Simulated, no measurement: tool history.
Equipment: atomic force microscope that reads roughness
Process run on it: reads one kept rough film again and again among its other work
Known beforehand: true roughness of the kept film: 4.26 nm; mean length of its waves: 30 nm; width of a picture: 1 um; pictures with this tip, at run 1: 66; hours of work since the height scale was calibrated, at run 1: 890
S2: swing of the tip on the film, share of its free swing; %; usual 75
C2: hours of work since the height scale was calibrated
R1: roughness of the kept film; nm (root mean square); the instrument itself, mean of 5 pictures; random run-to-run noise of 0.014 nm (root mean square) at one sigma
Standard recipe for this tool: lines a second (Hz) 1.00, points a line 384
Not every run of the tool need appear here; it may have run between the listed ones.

{"run": 1, "hour": 0.0, "lines a second (Hz)": 1.0, "S2": 75, "points a line": 384, "pictures with this tip": 66, "C2": 890, "R1": 3.345}
{"hour": 28.9, "done": "new tip fitted"}
{"run": 2, "hour": 43.7, "lines a second (Hz)": 1.0, "S2": 75, "points a line": 384, "pictures with this tip": 28, "C2": 919, "R1": 3.355}
{"run": 3, "hour": 86.0, "lines a second (Hz)": 1.0, "S2": 75, "points a line": 384, "pictures with this tip": 109, "C2": 947, "R1": 3.36}
{"hour": 89.6, "done": "new tip fitted"}
{"run": 4, "hour": 111.6, "lines a second (Hz)": 1.0, "S2": 75, "points a line": 325, "pictures with this tip": 42, "C2": 964, "R1": 3.358}
{"run": 5, "hour": 138.7, "lines a second (Hz)": 1.0, "S2": 75, "points a line": 384, "pictures with this tip": 94, "C2": 982, "R1": 3.354}
{"hour": 151.5, "done": "new tip fitted"}
{"run": 6, "hour": 159.2, "lines a second (Hz)": 1.17, "S2": 75, "points a line": 384, "pictures with this tip": 15, "C2": 995, "R1": 3.3}
{"run": 7, "hour": 180.5, "lines a second (Hz)": 1.0, "S2": 75, "points a line": 384, "pictures with this tip": 56, "C2": 1010, "R1": 3.346}
{"run": 8, "hour": 211.1, "lines a second (Hz)": 1.0, "S2": 75, "points a line": 384, "pictures with this tip": 114, "C2": 1030, "R1": 3.349}
{"hour": 215.1, "done": "new tip fitted"}
{"run": 9, "hour": 252.7, "lines a second (Hz)": 2.15, "S2": 75, "points a line": 384, "pictures with this tip": 72, "C2": 1058, "R1": 3.143}
{"run": 10, "hour": 274.7, "lines a second (Hz)": 1.0, "S2": 75, "points a line": 384, "pictures with this tip": 114, "C2": 1072, "R1": 3.326}
{"hour": 279.6, "done": "new tip fitted"}
{"run": 11, "hour": 301.7, "lines a second (Hz)": 1.46, "S2": 75, "points a line": 384, "pictures with this tip": 42, "C2": 1090, "R1": 3.263}
{"hour": 340.0, "done": "new tip fitted"}
{"run": 12, "hour": 348.5, "lines a second (Hz)": 1.0, "S2": 75, "points a line": 838, "pictures with this tip": 16, "C2": 1121, "R1": 3.396}
{"run": 13, "hour": 372.3, "lines a second (Hz)": 1.0, "S2": 58, "points a line": 384, "pictures with this tip": 61, "C2": 1137, "R1": 3.479}
{"hour": 402.0, "done": "new tip fitted"}
{"run": 14, "hour": 411.8, "lines a second (Hz)": 1.0, "S2": 58, "points a line": 384, "pictures with this tip": 19, "C2": 1163, "R1": 3.48}
{"run": 15, "hour": 438.2, "lines a second (Hz)": 1.0, "S2": 58, "points a line": 384, "pictures with this tip": 70, "C2": 1181, "R1": 3.49}
{"run": 16, "hour": 458.1, "lines a second (Hz)": 1.0, "S2": 89, "points a line": 384, "pictures with this tip": 108, "C2": 1194, "R1": 3.155}
{"hour": 465.5, "done": "new tip fitted"}
{"run": 17, "hour": 496.3, "lines a second (Hz)": 1.0, "S2": 89, "points a line": 384, "pictures with this tip": 58, "C2": 1220, "R1": 3.174}
{"hour": 528.2, "done": "new tip fitted"}
{"run": 18, "hour": 536.0, "lines a second (Hz)": 1.0, "S2": 75, "points a line": 384, "pictures with this tip": 14, "C2": 1246, "R1": 3.355}
{"run": 19, "hour": 571.7, "lines a second (Hz)": 0.88, "S2": 58, "points a line": 384, "pictures with this tip": 83, "C2": 1270, "R1": 3.496}
{"hour": 589.5, "done": "new tip fitted"}
{"run": 20, "hour": 598.6, "lines a second (Hz)": 1.88, "S2": 62, "points a line": 659, "pictures with this tip": 17, "C2": 1288, "R1": 3.388}
{"run": 21, "hour": 624.2, "lines a second (Hz)": 1.88, "S2": 66, "points a line": 659, "pictures with this tip": 66, "C2": 1305, "R1": 3.348}
{"hour": 651.0, "done": "new tip fitted"}
{"run": 22, "hour": 667.3, "lines a second (Hz)": 3.06, "S2": 90, "points a line": 279, "pictures with this tip": 32, "C2": 1333, "R1": 2.532}
{"hour": 711.6, "done": "new tip fitted"}
{"run": 23, "hour": 711.6, "lines a second (Hz)": 3.06, "S2": 56, "points a line": 279, "pictures with this tip": 0, "C2": 1363, "R1": 3.338}
{"run": 24, "hour": 751.1, "lines a second (Hz)": 3.06, "S2": 56, "points a line": 279, "pictures with this tip": 76, "C2": 1389, "R1": 3.361}
{"hour": 773.5, "done": "new tip fitted"}
{"run": 25, "hour": 794.8, "lines a second (Hz)": 1.26, "S2": 85, "points a line": 279, "pictures with this tip": 40, "C2": 1418, "R1": 3.144}
{"run": 26, "hour": 822.7, "lines a second (Hz)": 1.26, "S2": 85, "points a line": 279, "pictures with this tip": 94, "C2": 1437, "R1": 3.15}
{"hour": 836.5, "done": "new tip fitted"}
{"run": 27, "hour": 852.1, "lines a second (Hz)": 1.26, "S2": 85, "points a line": 279, "pictures with this tip": 30, "C2": 1456, "R1": 3.158}
{"run": 28, "hour": 890.2, "lines a second (Hz)": 2.23, "S2": 74, "points a line": 384, "pictures with this tip": 103, "C2": 1482, "R1": 3.152}
{"hour": 898.4, "done": "new tip fitted"}
{"run": 29, "hour": 924.7, "lines a second (Hz)": 2.23, "S2": 74, "points a line": 384, "pictures with this tip": 51, "C2": 1505, "R1": 3.147}
{"hour": 958.9, "done": "new tip fitted"}
{"run": 30, "hour": 969.0, "lines a second (Hz)": 3.04, "S2": 79, "points a line": 384, "pictures with this tip": 19, "C2": 1534, "R1": 2.882}
{"run": 31, "hour": 1009.3, "lines a second (Hz)": 0.53, "S2": 77, "points a line": 385, "pictures with this tip": 96, "C2": 1561, "R1": 3.426}
{"hour": 1022.2, "done": "new tip fitted"}
{"run": 32, "hour": 1051.8, "lines a second (Hz)": 2.34, "S2": 75, "points a line": 384, "pictures with this tip": 57, "C2": 1589, "R1": 3.096}
{"hour": 1083.0, "done": "new tip fitted"}
{"run": 33, "hour": 1086.1, "lines a second (Hz)": 2.34, "S2": 75, "points a line": 384, "pictures with this tip": 6, "C2": 1612, "R1": 3.127}
{"run": 34, "hour": 1118.0, "lines a second (Hz)": 2.34, "S2": 75, "points a line": 345, "pictures with this tip": 67, "C2": 1633, "R1": 3.1}
{"hour": 1143.8, "done": "new tip fitted"}
{"run": 35, "hour": 1143.8, "lines a second (Hz)": 1.11, "S2": 75, "points a line": 958, "pictures with this tip": 0, "C2": 1650, "R1": 3.374}
{"run": 36, "hour": 1179.4, "lines a second (Hz)": 1.44, "S2": 75, "points a line": 285, "pictures with this tip": 68, "C2": 1674, "R1": 3.258}

Branching from run 36: 4 alternative next runs. What would each branch give?
{"hour": 1206.2, "done": "new tip fitted"}
{"run": "A", "hour": 1206.2, "lines a second (Hz)": 1.02, "S2": 67, "points a line": 297, "pictures with this tip": 0, "C2": 1692, "R1": "?"}
{"hour": 1206.2, "done": "new tip fitted"}
{"run": "B", "hour": 1206.2, "lines a second (Hz)": 2.2, "S2": 75, "points a line": 936, "pictures with this tip": 0, "C2": 1692, "R1": "?"}
{"hour": 1206.2, "done": "new tip fitted"}
{"run": "C", "hour": 1206.2, "lines a second (Hz)": 2.0, "S2": 76, "points a line": 982, "pictures with this tip": 0, "C2": 1692, "R1": "?"}
{"hour": 1206.2, "done": "new tip fitted"}
{"run": "D", "hour": 1206.2, "lines a second (Hz)": 0.52, "S2": 75, "points a line": 384, "pictures with this tip": 0, "C2": 1692, "R1": "?"}

run=A R1=3.420
run=B R1=3.159
run=C R1=3.177
run=D R1=3.459
What these runs would have given with no unlogged condition in the tool:
run=A R1=3.420
run=B R1=3.159
run=C R1=3.177
run=D R1=3.459
